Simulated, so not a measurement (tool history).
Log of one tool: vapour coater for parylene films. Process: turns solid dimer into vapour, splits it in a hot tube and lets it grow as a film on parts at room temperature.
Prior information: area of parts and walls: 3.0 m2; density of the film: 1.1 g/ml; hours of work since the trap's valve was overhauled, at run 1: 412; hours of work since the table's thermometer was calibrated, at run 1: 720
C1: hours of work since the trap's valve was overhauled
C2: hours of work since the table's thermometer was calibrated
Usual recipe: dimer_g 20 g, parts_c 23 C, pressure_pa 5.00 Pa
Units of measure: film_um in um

run 1 hour=0.0 | dimer_g=20 parts_c=23 pressure_pa=5.00 | C1=412 C2=720 | film_um=3.53
-- hour=8.3 trap's valve overhauled
run 2 hour=39.7 | dimer_g=20 parts_c=26 pressure_pa=5.00 | C1=15 C2=737 | film_um=3.46
run 3 hour=70.6 | dimer_g=20 parts_c=26 pressure_pa=5.00 | C1=29 C2=751 | film_um=3.42
run 4 hour=91.8 | dimer_g=20 parts_c=26 pressure_pa=5.00 | C1=39 C2=761 | film_um=3.46
run 5 hour=134.2 | dimer_g=20 parts_c=23 pressure_pa=5.00 | C1=59 C2=781 | film_um=3.98
run 6 hour=159.7 | dimer_g=20 parts_c=23 pressure_pa=5.00 | C1=70 C2=793 | film_um=4.01
run 7 hour=181.7 | dimer_g=20 parts_c=23 pressure_pa=5.00 | C1=81 C2=803 | film_um=4.05
run 8 hour=221.1 | dimer_g=20 parts_c=23 pressure_pa=5.00 | C1=99 C2=821 | film_um=3.98
run 9 hour=265.3 | dimer_g=21 parts_c=23 pressure_pa=5.00 | C1=119 C2=842 | film_um=4.15
run 10 hour=302.5 | dimer_g=12 parts_c=23 pressure_pa=5.00 | C1=137 C2=859 | film_um=2.38
run 11 hour=339.1 | dimer_g=12 parts_c=23 pressure_pa=5.00 | C1=154 C2=876 | film_um=2.29
run 12 hour=375.9 | dimer_g=20 parts_c=33 pressure_pa=5.00 | C1=171 C2=893 | film_um=2.35
run 13 hour=396.1 | dimer_g=20 parts_c=23 pressure_pa=5.00 | C1=180 C2=903 | film_um=3.94
run 14 hour=434.8 | dimer_g=20 parts_c=23 pressure_pa=5.00 | C1=198 C2=921 | film_um=3.84
run 15 hour=480.9 | dimer_g=20 parts_c=23 pressure_pa=5.00 | C1=220 C2=942 | film_um=3.89
run 16 hour=511.2 | dimer_g=20 parts_c=23 pressure_pa=5.00 | C1=234 C2=956 | film_um=3.83
run 17 hour=541.5 | dimer_g=20 parts_c=23 pressure_pa=5.00 | C1=248 C2=970 | film_um=3.78
run 18 hour=566.6 | dimer_g=8 parts_c=23 pressure_pa=3.85 | C1=260 C2=982 | film_um=1.57
run 19 hour=591.3 | dimer_g=20 parts_c=29 pressure_pa=10.68 | C1=271 C2=993 | film_um=2.44
run 20 hour=620.3 | dimer_g=20 parts_c=29 pressure_pa=10.68 | C1=285 C2=1007 | film_um=2.47
run 21 hour=667.0 | dimer_g=20 parts_c=29 pressure_pa=10.68 | C1=306 C2=1029 | film_um=2.43
run 22 hour=687.8 | dimer_g=20 parts_c=29 pressure_pa=10.68 | C1=316 C2=1038 | film_um=2.47
-- hour=692.1 table's thermometer calibrated
run 23 hour=728.2 | dimer_g=20 parts_c=29 pressure_pa=6.21 | C1=334 C2=17 | film_um=2.69
run 24 hour=772.0 | dimer_g=20 parts_c=29 pressure_pa=6.21 | C1=355 C2=37 | film_um=2.72
run 25 hour=816.6 | dimer_g=30 parts_c=26 pressure_pa=7.01 | C1=375 C2=58 | film_um=4.55
run 26 hour=847.0 | dimer_g=12 parts_c=25 pressure_pa=6.26 | C1=389 C2=72 | film_um=1.91
run 27 hour=872.8 | dimer_g=15 parts_c=23 pressure_pa=9.32 | C1=401 C2=84 | film_um=2.49
-- hour=899.2 trap's valve overhauled
run 28 hour=920.0 | dimer_g=20 parts_c=18 pressure_pa=6.27 | C1=10 C2=104 | film_um=5.19
-- hour=927.6 table's thermometer calibrated, once more
run 29 hour=966.0 | dimer_g=20 parts_c=18 pressure_pa=6.27 | C1=31 C2=18 | film_um=4.86
run 30 hour=1000.0 | dimer_g=30 parts_c=23 pressure_pa=2.94 | C1=46 C2=34 | film_um=6.34
run 31 hour=1043.0 | dimer_g=30 parts_c=23 pressure_pa=2.94 | C1=66 C2=54 | film_um=6.40
run 32 hour=1068.8 | dimer_g=12 parts_c=23 pressure_pa=8.63 | C1=78 C2=66 | film_um=2.13
run 33 hour=1113.1 | dimer_g=20 parts_c=23 pressure_pa=2.92 | C1=99 C2=86 | film_um=4.21
run 34 hour=1152.7 | dimer_g=20 parts_c=23 pressure_pa=2.92 | C1=117 C2=105 | film_um=4.17

Predict each of these 5 candidate next runs independently; none follows another, all start after run 34:
run A hour=1182.9 | dimer_g=20 parts_c=24 pressure_pa=7.91 | C1=131 C2=119 | film_um=?
run B hour=1182.9 | dimer_g=20 parts_c=26 pressure_pa=5.00 | C1=131 C2=119 | film_um=?
run C hour=1182.9 | dimer_g=12 parts_c=32 pressure_pa=5.00 | C1=131 C2=119 | film_um=?
run D hour=1182.9 | dimer_g=11 parts_c=16 pressure_pa=3.64 | C1=131 C2=119 | film_um=?
run E hour=1182.9 | dimer_g=20 parts_c=28 pressure_pa=3.37 | C1=131 C2=119 | film_um=?

run=A film_um=3.45
run=B film_um=3.30
run=C film_um=1.45
run=D film_um=3.17
run=E film_um=3.16
Stripped of hidden state, with their random variation kept, the same runs would have yielded:
run=A film_um=3.59
run=B film_um=3.43
run=C film_um=1.51
run=D film_um=3.30
run=E film_um=3.29
